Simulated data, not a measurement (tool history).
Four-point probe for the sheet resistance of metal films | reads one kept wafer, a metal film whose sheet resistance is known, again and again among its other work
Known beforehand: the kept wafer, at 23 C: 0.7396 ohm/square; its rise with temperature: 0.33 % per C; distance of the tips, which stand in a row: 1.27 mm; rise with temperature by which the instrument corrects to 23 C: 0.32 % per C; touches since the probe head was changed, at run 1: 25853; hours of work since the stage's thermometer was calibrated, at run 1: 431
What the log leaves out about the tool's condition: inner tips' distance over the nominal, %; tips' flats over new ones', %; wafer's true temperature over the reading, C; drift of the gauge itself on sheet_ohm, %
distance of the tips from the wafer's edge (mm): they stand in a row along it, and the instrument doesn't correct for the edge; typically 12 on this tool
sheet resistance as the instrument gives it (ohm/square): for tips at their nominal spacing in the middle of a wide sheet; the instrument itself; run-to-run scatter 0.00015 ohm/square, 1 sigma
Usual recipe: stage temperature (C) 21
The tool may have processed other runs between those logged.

run	hour	stage temperature (C)	distance of the tips from the wafer's edge (mm)	touches since the probe head was changed	hours of work since the stage's thermometer was calibrated	sheet resistance as the instrument gives it (ohm/square)
1	0.0	21	12	25853	431	0.747084
2	22.8	21	12	26544	440	0.747055
3	43.8	21	12	27179	449	0.747333
4	59.4	21	12	27651	456	0.747253
5	75.0	21	5	28123	463	0.767760
6	96.3	25	12	28767	472	0.747710
7	115.1	25	12	29336	480	0.747884
8	137.6	25	12	30015	490	0.747942
9	159.5	25	12	30678	500	0.747705
10	182.4	25	12	31371	509	0.747998
11	201.3	25	12	31945	518	0.748150
12	216.9	21	12	32415	524	0.747771
13	239.5	21	12	33100	534	0.747518
14	256.0	21	12	33599	541	0.747824
15	274.2	21	12	34149	549	0.747952
16	288.5	21	13	34581	555	0.747189
17	311.1	21	12	35264	565	0.748004
18	336.9	21	12	36046	576	0.747822
19	363.1	21	12	36838	588	0.748053
20	384.7	20	12	37493	597	0.747731
21	405.1	20	12	38110	606	0.748075
22	424.3	20	12	38690	614	0.748282
23	440.3	20	12	39175	621	0.748500
# hour 443.3: stage's thermometer calibrated
24	466.6	20	12	39954	10	0.748366
25	482.8	20	27	40444	17	0.744714
26	496.0	33	52	40843	23	0.745026
27	512.6	18	8	41347	30	0.753467
28	524.9	18	24	41720	35	0.744607
29	547.5	18	24	42401	45	0.744631
30	559.0	31	11	42752	50	0.750236
# hour 578.9: stage's thermometer calibrated, once more
31	582.6	30	24	43448	2	0.746719
32	604.4	19	9	44109	11	0.752565
33	617.0	19	9	44489	16	0.752652
34	636.7	19	9	45086	25	0.752404
35	647.2	21	24	45404	30	0.746035
36	659.6	28	20	45777	35	0.747141
37	675.1	28	20	46247	42	0.747115
38	687.0	34	20	46608	47	0.747723
39	705.0	23	3	47152	55	0.810233
40	729.9	23	3	47906	65	0.810287
41	755.5	23	3	48680	76	0.810524
42	778.3	34	71	49371	86	0.746388
43	796.3	34	71	49915	94	0.746658
44	816.9	28	10	50536	103	0.752616

Consider 4 possible next runs. They are alternatives, not a sequence: every one starts from the tool as it was left by run 44. What does each give?
A	838.4	33	4	51188	112	?
B	838.4	21	9	51188	112	?
C	838.4	28	8	51188	112	?
D	838.4	28	27	51188	112	?

run	sheet resistance as the instrument gives it (ohm/square)
A	0.784548
B	0.753581
C	0.756305
D	0.746921
Stripped of hidden state, with their random variation kept, the same runs would have yielded:
run	sheet resistance as the instrument gives it (ohm/square)
A	0.778214
B	0.747482
C	0.750182
D	0.740868

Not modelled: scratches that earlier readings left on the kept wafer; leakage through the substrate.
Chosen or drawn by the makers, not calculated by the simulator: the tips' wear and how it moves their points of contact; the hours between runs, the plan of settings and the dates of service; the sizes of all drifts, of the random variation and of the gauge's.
